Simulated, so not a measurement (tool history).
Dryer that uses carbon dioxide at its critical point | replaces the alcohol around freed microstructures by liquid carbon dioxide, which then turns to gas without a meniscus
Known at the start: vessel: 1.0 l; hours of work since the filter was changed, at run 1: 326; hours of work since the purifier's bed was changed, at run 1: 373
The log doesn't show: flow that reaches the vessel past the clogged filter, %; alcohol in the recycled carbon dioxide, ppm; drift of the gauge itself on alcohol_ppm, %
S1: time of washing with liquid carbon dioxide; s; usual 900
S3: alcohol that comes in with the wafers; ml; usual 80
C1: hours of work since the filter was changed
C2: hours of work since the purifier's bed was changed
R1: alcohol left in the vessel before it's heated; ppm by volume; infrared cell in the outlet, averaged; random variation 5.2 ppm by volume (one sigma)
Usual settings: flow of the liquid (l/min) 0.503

run 1 day=0 | S1=900 flow_of_the_liquid_(l/min)=0.503 S3=80 | C1=326 C2=373 | R1=205
run 2 day=0.696 | S1=900 flow_of_the_liquid_(l/min)=0.503 S3=80 | C1=332 C2=380 | R1=212
run 3 day=1.667 | S1=900 flow_of_the_liquid_(l/min)=0.806 S3=80 | C1=341 C2=388 | R1=45
-- day=2.546 inlet filter changed
run 4 day=2.788 | S1=900 flow_of_the_liquid_(l/min)=0.806 S3=80 | C1=2 C2=398 | R1=28
run 5 day=3.638 | S1=900 flow_of_the_liquid_(l/min)=0.806 S3=80 | C1=10 C2=405 | R1=31
run 6 day=4.846 | S1=900 flow_of_the_liquid_(l/min)=0.806 S3=80 | C1=20 C2=416 | R1=26
run 7 day=5.742 | S1=900 flow_of_the_liquid_(l/min)=0.364 S3=80 | C1=28 C2=424 | R1=656
run 8 day=6.804 | S1=900 flow_of_the_liquid_(l/min)=0.338 S3=80 | C1=38 C2=434 | R1=930
run 9 day=8.342 | S1=1380 flow_of_the_liquid_(l/min)=0.356 S3=23 | C1=51 C2=447 | R1=35
run 10 day=9.892 | S1=1080 flow_of_the_liquid_(l/min)=0.741 S3=25 | C1=65 C2=461 | R1=28
run 11 day=11.475 | S1=720 flow_of_the_liquid_(l/min)=0.413 S3=25 | C1=79 C2=475 | R1=363
run 12 day=12.842 | S1=960 flow_of_the_liquid_(l/min)=0.381 S3=58 | C1=91 C2=487 | R1=313
run 13 day=13.883 | S1=960 flow_of_the_liquid_(l/min)=0.381 S3=58 | C1=101 C2=496 | R1=331
run 14 day=14.583 | S1=660 flow_of_the_liquid_(l/min)=0.416 S3=42 | C1=107 C2=503 | R1=828
run 15 day=15.429 | S1=780 flow_of_the_liquid_(l/min)=0.362 S3=42 | C1=114 C2=510 | R1=768
run 16 day=16.379 | S1=780 flow_of_the_liquid_(l/min)=0.362 S3=42 | C1=123 C2=519 | R1=789

Forecast each of these 4 alternatives for the next run:
run A day=17.617 | S1=1260 flow_of_the_liquid_(l/min)=0.657 S3=80 | C1=134 C2=530 | R1=?
run B day=17.617 | S1=900 flow_of_the_liquid_(l/min)=0.354 S3=29 | C1=134 C2=530 | R1=?
run C day=17.617 | S1=780 flow_of_the_liquid_(l/min)=0.441 S3=101 | C1=134 C2=530 | R1=?
run D day=17.617 | S1=900 flow_of_the_liquid_(l/min)=0.503 S3=24 | C1=134 C2=530 | R1=?

run=A R1=37
run=B R1=341
run=C R1=766
run=D R1=67
Without the tool's hidden state the same runs would have given:
run=A R1=11
run=B R1=255
run=C R1=582
run=D R1=31
